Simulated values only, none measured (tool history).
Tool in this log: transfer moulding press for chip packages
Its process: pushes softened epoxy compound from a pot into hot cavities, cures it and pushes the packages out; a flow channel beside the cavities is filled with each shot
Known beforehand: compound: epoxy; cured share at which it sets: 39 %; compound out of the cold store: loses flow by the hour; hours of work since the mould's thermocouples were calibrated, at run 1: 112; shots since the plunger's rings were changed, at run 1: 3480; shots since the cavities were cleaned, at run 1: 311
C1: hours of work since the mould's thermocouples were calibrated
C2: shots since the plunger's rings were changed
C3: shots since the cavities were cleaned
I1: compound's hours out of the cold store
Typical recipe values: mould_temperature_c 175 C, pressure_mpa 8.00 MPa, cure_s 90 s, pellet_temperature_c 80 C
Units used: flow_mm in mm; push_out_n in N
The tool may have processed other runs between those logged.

run 1 hour=0.0 | mould_temperature_c=175 pressure_mpa=8.00 cure_s=90 pellet_temperature_c=80 | C1=112 C2=3480 C3=311 | I1=33.7 | flow_mm=733 push_out_n=516
run 2 hour=12.9 | mould_temperature_c=175 pressure_mpa=8.00 cure_s=90 pellet_temperature_c=80 | C1=120 C2=3636 C3=467 | I1=18.2 | flow_mm=784 push_out_n=550
-- hour=20.5 cavities cleaned with cleaning compound and waxed
run 3 hour=37.5 | mould_temperature_c=175 pressure_mpa=8.00 cure_s=93 pellet_temperature_c=80 | C1=132 C2=3913 C3=204 | I1=30.9 | flow_mm=742 push_out_n=466
run 4 hour=59.1 | mould_temperature_c=175 pressure_mpa=6.14 cure_s=90 pellet_temperature_c=80 | C1=144 C2=4172 C3=463 | I1=32.3 | flow_mm=636 push_out_n=538
-- hour=67.1 cavities cleaned with cleaning compound and waxed
run 5 hour=75.2 | mould_temperature_c=175 pressure_mpa=6.14 cure_s=113 pellet_temperature_c=80 | C1=152 C2=4348 C3=97 | I1=46.9 | flow_mm=602 push_out_n=363
run 6 hour=95.2 | mould_temperature_c=168 pressure_mpa=8.00 cure_s=90 pellet_temperature_c=80 | C1=164 C2=4589 C3=338 | I1=28.8 | flow_mm=762 push_out_n=821
-- hour=113.8 cavities cleaned with cleaning compound and waxed
run 7 hour=114.5 | mould_temperature_c=175 pressure_mpa=8.00 cure_s=90 pellet_temperature_c=81 | C1=173 C2=4803 C3=9 | I1=35.4 | flow_mm=719 push_out_n=428
run 8 hour=124.3 | mould_temperature_c=182 pressure_mpa=8.00 cure_s=90 pellet_temperature_c=77 | C1=179 C2=4921 C3=127 | I1=26.7 | flow_mm=724 push_out_n=379
run 9 hour=147.1 | mould_temperature_c=168 pressure_mpa=6.76 cure_s=91 pellet_temperature_c=82 | C1=192 C2=5195 C3=401 | I1=18.0 | flow_mm=735 push_out_n=832
run 10 hour=157.4 | mould_temperature_c=183 pressure_mpa=6.99 cure_s=90 pellet_temperature_c=80 | C1=197 C2=5319 C3=525 | I1=39.7 | flow_mm=635 push_out_n=437
-- hour=160.8 cavities cleaned with cleaning compound and waxed
run 11 hour=174.2 | mould_temperature_c=183 pressure_mpa=6.99 cure_s=90 pellet_temperature_c=80 | C1=206 C2=5503 C3=161 | I1=12.2 | flow_mm=720 push_out_n=382

Measured less the same run without the tool's hidden state. The same run-to-run variation is in both; the gauge's scatter may not be:
Hidden state at play: true mould temperature over the reading, C; pressure that reaches the compound, % of what is set; grip of the stained cavities, % over clean ones'; drift of the gauge itself on flow_mm, %; drift of the gauge itself on push_out_n, %.
run=1 flow_mm=-25 push_out_n=+98
run=2 flow_mm=-29 push_out_n=+130
run=3 flow_mm=-29 push_out_n=+64
run=4 flow_mm=-27 push_out_n=+121
run=5 flow_mm=-26 push_out_n=+37
run=6 flow_mm=-35 push_out_n=+144
run=7 flow_mm=-35 push_out_n=-5
run=8 flow_mm=-36 push_out_n=+37
run=9 flow_mm=-39 push_out_n=+158
run=10 flow_mm=-34 push_out_n=+109
run=11 flow_mm=-39 push_out_n=+51

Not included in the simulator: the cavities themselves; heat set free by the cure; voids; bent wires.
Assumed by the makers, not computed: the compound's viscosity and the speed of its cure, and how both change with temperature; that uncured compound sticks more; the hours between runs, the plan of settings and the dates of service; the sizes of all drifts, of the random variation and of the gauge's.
